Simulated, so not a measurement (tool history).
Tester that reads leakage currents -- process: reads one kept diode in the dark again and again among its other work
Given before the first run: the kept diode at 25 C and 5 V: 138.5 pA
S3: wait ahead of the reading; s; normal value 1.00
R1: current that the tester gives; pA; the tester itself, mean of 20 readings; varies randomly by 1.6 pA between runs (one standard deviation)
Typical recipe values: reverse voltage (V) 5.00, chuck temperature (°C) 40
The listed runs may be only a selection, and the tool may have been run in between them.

{"run": 1, "day": 0.0, "reverse voltage (V)": 5.0, "chuck temperature (°C)": 40, "S3": 1.0, "R1": 540.42}
{"run": 2, "day": 2.529, "reverse voltage (V)": 5.0, "chuck temperature (°C)": 40, "S3": 1.0, "R1": 539.96}
{"run": 3, "day": 5.292, "reverse voltage (V)": 5.0, "chuck temperature (°C)": 40, "S3": 1.0, "R1": 538.6}
{"run": 4, "day": 6.65, "reverse voltage (V)": 5.0, "chuck temperature (°C)": 40, "S3": 0.36, "R1": 535.96}
{"run": 5, "day": 8.533, "reverse voltage (V)": 5.0, "chuck temperature (°C)": 40, "S3": 0.36, "R1": 536.75}
{"run": 6, "day": 11.204, "reverse voltage (V)": 5.0, "chuck temperature (°C)": 40, "S3": 0.36, "R1": 538.11}
{"run": 7, "day": 12.521, "reverse voltage (V)": 5.0, "chuck temperature (°C)": 40, "S3": 0.36, "R1": 535.67}
{"run": 8, "day": 15.296, "reverse voltage (V)": 5.0, "chuck temperature (°C)": 40, "S3": 1.0, "R1": 534.3}
{"run": 9, "day": 17.233, "reverse voltage (V)": 5.0, "chuck temperature (°C)": 40, "S3": 1.0, "R1": 535.38}
{"run": 10, "day": 19.117, "reverse voltage (V)": 5.0, "chuck temperature (°C)": 40, "S3": 1.0, "R1": 533.94}
{"run": 11, "day": 21.946, "reverse voltage (V)": 5.0, "chuck temperature (°C)": 40, "S3": 1.0, "R1": 534.62}
{"run": 12, "day": 23.346, "reverse voltage (V)": 5.0, "chuck temperature (°C)": 40, "S3": 0.89, "R1": 533.82}
{"run": 13, "day": 25.646, "reverse voltage (V)": 5.0, "chuck temperature (°C)": 40, "S3": 0.89, "R1": 534.1}
{"run": 14, "day": 26.938, "reverse voltage (V)": 5.0, "chuck temperature (°C)": 40, "S3": 1.0, "R1": 532.07}
{"run": 15, "day": 29.262, "reverse voltage (V)": 1.29, "chuck temperature (°C)": 20, "S3": 2.16, "R1": 50.2}
{"run": 16, "day": 30.658, "reverse voltage (V)": 1.29, "chuck temperature (°C)": 20, "S3": 2.16, "R1": 49.96}
{"run": 17, "day": 32.712, "reverse voltage (V)": 1.29, "chuck temperature (°C)": 20, "S3": 2.16, "R1": 50.13}
{"run": 18, "day": 34.012, "reverse voltage (V)": 4.42, "chuck temperature (°C)": 54, "S3": 4.2, "R1": 1600.0}
{"run": 19, "day": 35.633, "reverse voltage (V)": 4.42, "chuck temperature (°C)": 54, "S3": 4.2, "R1": 1601.49}
{"run": 20, "day": 37.812, "reverse voltage (V)": 3.87, "chuck temperature (°C)": 54, "S3": 6.79, "R1": 1515.6}
{"run": 21, "day": 40.375, "reverse voltage (V)": 5.0, "chuck temperature (°C)": 54, "S3": 1.0, "R1": 1673.43}
{"run": 22, "day": 43.171, "reverse voltage (V)": 5.0, "chuck temperature (°C)": 54, "S3": 1.0, "R1": 1670.23}
{"run": 23, "day": 45.442, "reverse voltage (V)": 19.55, "chuck temperature (°C)": 40, "S3": 5.85, "R1": 909.06}
{"run": 24, "day": 46.892, "reverse voltage (V)": 19.24, "chuck temperature (°C)": 40, "S3": 0.82, "R1": 903.69}
{"run": 25, "day": 48.696, "reverse voltage (V)": 19.24, "chuck temperature (°C)": 40, "S3": 0.82, "R1": 912.17}
{"run": 26, "day": 50.333, "reverse voltage (V)": 8.24, "chuck temperature (°C)": 22, "S3": 0.31, "R1": 134.97}
{"run": 27, "day": 52.25, "reverse voltage (V)": 8.24, "chuck temperature (°C)": 22, "S3": 0.31, "R1": 135.65}

Each row is a separate what-if for the run after 27, all from the same tool condition, not one after another. Results?
{"run": "A", "day": 55.238, "reverse voltage (V)": 1.61, "chuck temperature (°C)": 38, "S3": 2.11, "R1": "?"}
{"run": "B", "day": 55.238, "reverse voltage (V)": 5.0, "chuck temperature (°C)": 27, "S3": 0.76, "R1": "?"}
{"run": "C", "day": 55.238, "reverse voltage (V)": 1.9, "chuck temperature (°C)": 22, "S3": 0.31, "R1": "?"}
{"run": "D", "day": 55.238, "reverse voltage (V)": 10.79, "chuck temperature (°C)": 33, "S3": 0.75, "R1": "?"}

run=A R1=280.52
run=B R1=167.12
run=C R1=70.82
run=D R1=392.81
Take away the tool's hidden state, keep each run's random variation, and the runs would have read:
run=A R1=291.75
run=B R1=168.17
run=C R1=71.72
run=D R1=395.88

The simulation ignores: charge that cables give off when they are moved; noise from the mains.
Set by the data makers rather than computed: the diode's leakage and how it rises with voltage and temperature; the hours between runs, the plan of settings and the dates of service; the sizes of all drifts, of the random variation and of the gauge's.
